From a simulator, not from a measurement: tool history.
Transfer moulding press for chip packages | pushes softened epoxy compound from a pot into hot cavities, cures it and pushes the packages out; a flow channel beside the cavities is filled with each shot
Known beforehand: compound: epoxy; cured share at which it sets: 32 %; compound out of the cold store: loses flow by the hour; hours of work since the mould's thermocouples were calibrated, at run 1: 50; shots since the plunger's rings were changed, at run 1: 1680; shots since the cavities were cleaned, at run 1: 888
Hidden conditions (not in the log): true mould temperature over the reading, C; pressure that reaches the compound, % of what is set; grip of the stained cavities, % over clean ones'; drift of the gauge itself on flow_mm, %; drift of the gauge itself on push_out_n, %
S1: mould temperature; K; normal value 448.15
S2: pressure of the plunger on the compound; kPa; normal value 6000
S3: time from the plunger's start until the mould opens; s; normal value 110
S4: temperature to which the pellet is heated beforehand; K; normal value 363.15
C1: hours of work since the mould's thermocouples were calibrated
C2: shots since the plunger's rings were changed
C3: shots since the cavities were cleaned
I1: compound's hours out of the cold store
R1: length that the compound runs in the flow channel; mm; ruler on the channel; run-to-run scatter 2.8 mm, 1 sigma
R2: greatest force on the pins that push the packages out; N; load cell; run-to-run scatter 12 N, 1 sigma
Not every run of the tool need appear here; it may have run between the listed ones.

| run | hour | S1 | S2 | S3 | S4 | C1 | C2 | C3 | I1 | R1 | R2 |
|---|---|---|---|---|---|---|---|---|---|---|---|
| 1 | 0 | 448.15 | 6000 | 110 | 363.15 | 50 | 1680 | 888 | 13.7 | 917 | 860 |
| 2 | 10.1 | 448.15 | 5920 | 110 | 363.15 | 58 | 1818 | 1026 | 40.9 | 791 | 843 |
|  | 14.5 | cavities cleaned with cleaning compound and waxed |
| 3 | 24.5 | 448.15 | 5920 | 110 | 363.15 | 68 | 1994 | 137 | 38.4 | 793 | 621 |
| 4 | 37.9 | 448.15 | 4730 | 110 | 363.15 | 79 | 2177 | 320 | 20.4 | 778 | 733 |
| 5 | 45.4 | 454.15 | 6000 | 110 | 363.15 | 84 | 2280 | 423 | 46.3 | 743 | 584 |
| 6 | 52.3 | 454.15 | 6000 | 110 | 363.15 | 90 | 2374 | 517 | 26.2 | 822 | 608 |
| 7 | 61.4 | 448.15 | 6000 | 110 | 363.15 | 97 | 2499 | 642 | 23.5 | 863 | 819 |
| 8 | 70.6 | 448.15 | 6000 | 110 | 363.15 | 104 | 2623 | 766 | 34.5 | 812 | 827 |
|  | 78.9 | plunger's sealing rings changed |
| 9 | 83.9 | 448.15 | 6000 | 116 | 363.15 | 112 | 68 | 914 | 22.1 | 894 | 781 |
| 10 | 89.6 | 448.15 | 6000 | 116 | 363.15 | 117 | 146 | 992 | 35.2 | 835 | 787 |
|  | 96 | cavities cleaned with cleaning compound and waxed |
| 11 | 97.9 | 448.15 | 6000 | 116 | 363.15 | 122 | 238 | 25 | 38 | 826 | 544 |
| 12 | 109.1 | 448.15 | 6000 | 110 | 363.15 | 131 | 391 | 178 | 42.1 | 804 | 654 |
| 13 | 116.1 | 448.15 | 6000 | 110 | 363.15 | 136 | 487 | 274 | 11.1 | 941 | 709 |
| 14 | 123.3 | 448.15 | 6000 | 110 | 363.15 | 142 | 585 | 372 | 24.8 | 875 | 728 |
| 15 | 134.4 | 441.15 | 6000 | 110 | 363.15 | 150 | 736 | 523 | 15.9 | 955 | 1393 |
| 16 | 140.5 | 443.15 | 6000 | 147 | 363.15 | 155 | 820 | 607 | 33.6 | 859 | 719 |
| 17 | 149.1 | 443.15 | 6000 | 147 | 363.15 | 162 | 938 | 725 | 29.2 | 874 | 730 |
| 18 | 159.2 | 448.15 | 5560 | 110 | 368.15 | 169 | 1076 | 863 | 42.1 | 766 | 808 |
| 19 | 170.9 | 453.15 | 6800 | 91 | 370.15 | 179 | 1236 | 1023 | 44.4 | 812 | 891 |
|  | 175.6 | cavities cleaned with cleaning compound and waxed |
| 20 | 179.9 | 453.15 | 6800 | 91 | 359.15 | 184 | 1338 | 59 | 29.4 | 880 | 648 |
| 21 | 189.9 | 453.15 | 6800 | 91 | 359.15 | 192 | 1475 | 196 | 46.7 | 805 | 686 |
| 22 | 197.3 | 448.15 | 5400 | 110 | 355.15 | 198 | 1576 | 297 | 44.9 | 744 | 698 |
| 23 | 207 | 448.15 | 5400 | 110 | 355.15 | 205 | 1708 | 429 | 46.6 | 738 | 717 |
| 24 | 217.5 | 448.15 | 5400 | 110 | 355.15 | 214 | 1852 | 573 | 19.7 | 842 | 814 |
| 25 | 228 | 448.15 | 5400 | 110 | 355.15 | 222 | 1994 | 715 | 26.5 | 813 | 832 |
| 26 | 235.3 | 448.15 | 5400 | 110 | 355.15 | 227 | 2094 | 815 | 40.9 | 759 | 849 |
| 27 | 246.3 | 448.15 | 5400 | 110 | 355.15 | 236 | 2244 | 965 | 46.7 | 729 | 854 |
|  | 254.4 | cavities cleaned with cleaning compound and waxed |
| 28 | 257.8 | 448.15 | 6000 | 112 | 363.15 | 244 | 2381 | 45 | 20.3 | 873 | 599 |

Run by run, hidden condition taken away, random variation retained:
| run | R1 | R2 |
|---|---|---|
| 1 | 937 | 577 |
| 2 | 809 | 549 |
| 3 | 813 | 554 |
| 4 | 800 | 587 |
| 5 | 765 | 443 |
| 6 | 848 | 444 |
| 7 | 890 | 579 |
| 8 | 840 | 564 |
| 9 | 896 | 514 |
| 10 | 838 | 510 |
| 11 | 831 | 525 |
| 12 | 810 | 561 |
| 13 | 948 | 576 |
| 14 | 883 | 563 |
| 15 | 966 | 1022 |
| 16 | 869 | 509 |
| 17 | 886 | 499 |
| 18 | 778 | 535 |
| 19 | 826 | 573 |
| 20 | 896 | 609 |
| 21 | 821 | 583 |
| 22 | 761 | 559 |
| 23 | 756 | 541 |
| 24 | 864 | 584 |
| 25 | 836 | 570 |
| 26 | 781 | 570 |
| 27 | 752 | 556 |
| 28 | 902 | 567 |

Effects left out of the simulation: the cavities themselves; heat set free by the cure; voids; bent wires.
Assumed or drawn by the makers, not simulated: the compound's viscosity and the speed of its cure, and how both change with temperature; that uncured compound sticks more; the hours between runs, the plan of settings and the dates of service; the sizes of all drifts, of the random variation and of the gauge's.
